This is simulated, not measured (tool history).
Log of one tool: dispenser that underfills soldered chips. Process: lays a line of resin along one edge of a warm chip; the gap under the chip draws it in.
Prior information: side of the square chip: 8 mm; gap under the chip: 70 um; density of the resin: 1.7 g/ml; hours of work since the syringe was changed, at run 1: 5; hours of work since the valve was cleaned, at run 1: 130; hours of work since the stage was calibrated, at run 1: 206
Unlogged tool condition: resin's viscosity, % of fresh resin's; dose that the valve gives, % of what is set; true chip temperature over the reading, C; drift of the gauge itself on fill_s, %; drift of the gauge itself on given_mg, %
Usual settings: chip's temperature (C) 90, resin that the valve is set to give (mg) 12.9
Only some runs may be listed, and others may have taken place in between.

run   hour  chip's temperature (C)  resin that the valve is set to give (mg)  hours of work since the syringe was changed  hours of work since the valve was cleaned  hours of work since the stage was calibrated  time until the resin shows at the far edge (s)  resin that the valve gave (mg)
  1    0.0                      90                                      12.9                                            5                                        130                                           206                                            55.5                           12.15
       5.8  -- dispensing valve cleaned and set on the balance
  2    7.3                      90                                      11.2                                            9                                          1                                           210                                            78.1                           11.22
       8.3  -- new syringe of resin
  3   13.0                      90                                      11.2                                            3                                          5                                           214                                            50.7                           11.13
  4   19.4                      90                                      11.2                                            8                                          9                                           219                                            71.2                           11.23
      22.7  -- new syringe of resin
  5   25.9                      90                                      12.9                                            2                                         14                                           223                                            46.7                           12.86
      36.6  -- new syringe of resin
  6   37.3                      90                                      12.9                                            0                                         21                                           231                                            40.4                           12.74
  7   43.2                      90                                      12.9                                            5                                         26                                           235                                            55.8                           12.75
  8   50.1                      90                                      12.9                                            9                                         30                                           240                                            80.2                           12.69
      51.2  -- new syringe of resin
  9   61.7                      90                                      12.9                                            7                                         38                                           247                                            67.8                           12.71
      65.6  -- new syringe of resin
 10   74.0                      90                                      12.9                                            6                                         47                                           256                                            62.5                           12.62
      80.0  -- new syringe of resin
 11   83.6                      90                                      12.9                                            3                                         53                                           262                                            47.3                           12.60
 12   93.4                      86                                      12.9                                            9                                         60                                           269                                            87.5                           12.66
      94.5  -- new syringe of resin
 13  105.8                      90                                      12.9                                            8                                         68                                           278                                            71.5                           12.57
     109.0  -- new syringe of resin
 14  112.2                      90                                      12.9                                            2                                         73                                           282                                            47.2                           12.46
     123.3  -- new syringe of resin
 15  125.2                      90                                      12.9                                            1                                         81                                           291                                            41.8                           12.49
 16  133.1                      90                                      12.9                                            7                                         87                                           296                                            65.3                           12.43
     138.0  -- new syringe of resin
 17  139.5                      90                                      16.5                                            1                                         91                                           300                                            42.1                           15.94
 18  146.5                      90                                      16.5                                            6                                         96                                           305                                            60.4                           15.88
     152.6  -- new syringe of resin
 19  155.8                      90                                      16.5                                            2                                        102                                           312                                            45.3                           15.87
 20  164.8                      90                                      16.5                                            9                                        109                                           318                                            74.6                           15.65
     167.2  -- new syringe of resin
 21  177.3                      90                                      16.5                                            7                                        117                                           326                                            68.3                           15.76
     181.3  -- new syringe of resin
 22  186.8                     104                                      12.5                                            4                                        124                                           333                                            36.4                           11.92
 23  194.2                      82                                      13.9                                            9                                        129                                           338                                            96.7                           13.22
     195.7  -- new syringe of resin
     202.7  -- dispensing valve cleaned and set on the balance
 24  208.4                      82                                      13.9                                            8                                          4                                           347                                            90.7                           13.81
     211.4  -- new syringe of resin
 25  218.5                     103                                      11.1                                            5                                         11                                           354                                            41.8                           11.02
     225.8  -- new syringe of resin
 26  227.8                     103                                      11.1                                            1                                         17                                           360                                            32.4                           11.01
 27  237.4                     103                                      11.1                                            8                                         24                                           367                                            53.0                           11.04
     240.0  -- new syringe of resin
 28  243.2                     103                                      11.1                                            2                                         28                                           371                                            34.1                           10.94
     254.5  -- new syringe of resin
 29  254.6                     103                                      11.1                                            0                                         35                                           379                                            27.9                           10.86
 30  262.6                      93                                      13.5                                            6                                         41                                           384                                            55.8                           13.34
     268.8  -- new syringe of resin
 31  270.4                     101                                      12.4                                            1                                         46                                           389                                            32.6                           12.14
     283.1  -- new syringe of resin
 32  283.1                     101                                      12.4                                            0                                         55                                           398                                            29.1                           12.09
 33  290.4                      93                                      11.0                                            5                                         60                                           403                                            53.9                           10.72
     297.1  -- new syringe of resin
 34  299.5                      94                                      11.3                                            2                                         66                                           409                                            40.9                           10.92
     311.1  -- new syringe of resin
 35  311.1                      94                                      11.3                                            0                                         74                                           417                                            35.7                           10.86
 36  319.5                      86                                      12.6                                            6                                         80                                           423                                            69.2                           12.17

Below are 3 alternative next runs, each starting from the tool's condition after run 36. Predict each:
     325.3  -- new syringe of resin
  A  325.7                      80                                      13.4                                            0                                         84                                           427                                               ?                               ?
     325.3  -- new syringe of resin
  B  325.7                      83                                      12.6                                            0                                         84                                           427                                               ?                               ?
     325.3  -- new syringe of resin
  C  325.7                      86                                      13.8                                            0                                         84                                           427                                               ?                               ?

run  time until the resin shows at the far edge (s)  resin that the valve gave (mg)
  A                                            52.9                           12.89
  B                                            48.4                           12.15
  C                                            44.3                           13.31
Without the tool's hidden state the same runs would have given:
run  time until the resin shows at the far edge (s)  resin that the valve gave (mg)
  A                                            50.3                           13.40
  B                                            46.1                           12.63
  C                                            42.2                           13.84
